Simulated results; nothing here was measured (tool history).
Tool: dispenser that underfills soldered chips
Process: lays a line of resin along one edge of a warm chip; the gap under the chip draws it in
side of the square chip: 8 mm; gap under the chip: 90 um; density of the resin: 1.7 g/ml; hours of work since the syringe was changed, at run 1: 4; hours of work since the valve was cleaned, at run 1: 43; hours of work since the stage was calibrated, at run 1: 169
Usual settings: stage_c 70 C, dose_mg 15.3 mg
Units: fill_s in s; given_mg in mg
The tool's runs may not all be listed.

| run | hour | stage_c | dose_mg | hours of work since the syringe was changed | hours of work since the valve was cleaned | hours of work since the stage was calibrated | fill_s | given_mg |
|---|---|---|---|---|---|---|---|---|
| 1 | 0.0 | 70 | 15.3 | 4 | 43 | 169 | 19.7 | 14.72 |
|  | 4.5 | new syringe of resin |
| 2 | 11.6 | 70 | 17.3 | 5 | 52 | 177 | 19.7 | 16.47 |
|  | 14.3 | new syringe of resin |
| 3 | 17.6 | 70 | 17.5 | 2 | 56 | 181 | 18.7 | 16.66 |
|  | 20.5 | dispensing valve cleaned and set on the balance |
|  | 25.6 | new syringe of resin |
| 4 | 29.0 | 70 | 17.5 | 3 | 6 | 189 | 18.4 | 17.57 |
|  | 35.3 | new syringe of resin |
| 5 | 35.6 | 68 | 15.3 | 0 | 11 | 194 | 19.2 | 15.27 |
|  | 44.9 | new syringe of resin |
| 6 | 44.9 | 70 | 15.3 | 0 | 17 | 200 | 17.2 | 15.11 |
| 7 | 53.7 | 70 | 15.3 | 6 | 24 | 207 | 22.0 | 14.88 |
|  | 54.9 | new syringe of resin |
| 8 | 63.0 | 68 | 17.6 | 6 | 31 | 213 | 22.5 | 17.16 |
|  | 65.2 | new syringe of resin |
| 9 | 73.0 | 83 | 13.4 | 6 | 38 | 221 | 13.9 | 12.73 |
|  | 75.0 | new syringe of resin |
| 10 | 83.4 | 83 | 13.4 | 6 | 45 | 228 | 14.8 | 12.88 |
|  | 84.9 | new syringe of resin |
| 11 | 91.0 | 76 | 15.3 | 5 | 51 | 234 | 16.5 | 14.53 |
|  | 94.5 | new syringe of resin |
|  | 100.8 | dispensing valve cleaned and set on the balance |
| 12 | 102.0 | 66 | 15.0 | 5 | 1 | 241 | 23.4 | 15.03 |
|  | 105.3 | new syringe of resin |
| 13 | 108.8 | 70 | 16.0 | 3 | 6 | 246 | 18.6 | 15.82 |
|  | 115.1 | new syringe of resin |
| 14 | 117.6 | 71 | 16.0 | 2 | 12 | 252 | 17.9 | 15.83 |

Forecast each of these 5 alternatives for the next run:
|  | 124.9 | new syringe of resin |
| A | 128.0 | 57 | 15.6 | 2 | 20 | 259 | ? | ? |
|  | 124.9 | new syringe of resin |
| B | 128.0 | 76 | 14.3 | 2 | 20 | 259 | ? | ? |
|  | 124.9 | new syringe of resin |
| C | 128.0 | 75 | 18.5 | 2 | 20 | 259 | ? | ? |
|  | 124.9 | new syringe of resin |
| D | 128.0 | 70 | 13.8 | 2 | 20 | 259 | ? | ? |
|  | 124.9 | new syringe of resin |
| E | 128.0 | 75 | 15.3 | 2 | 20 | 259 | ? | ? |

| run | fill_s | given_mg |
|---|---|---|
| A | 30.7 | 15.41 |
| B | 15.7 | 14.14 |
| C | 15.4 | 18.29 |
| D | 19.8 | 13.59 |
| E | 16.0 | 15.03 |
Without the tool's hidden state the same runs would have given:
| run | fill_s | given_mg |
|---|---|---|
| A | 26.9 | 15.67 |
| B | 13.8 | 14.37 |
| C | 13.5 | 18.60 |
| D | 17.5 | 13.82 |
| E | 14.1 | 15.28 |
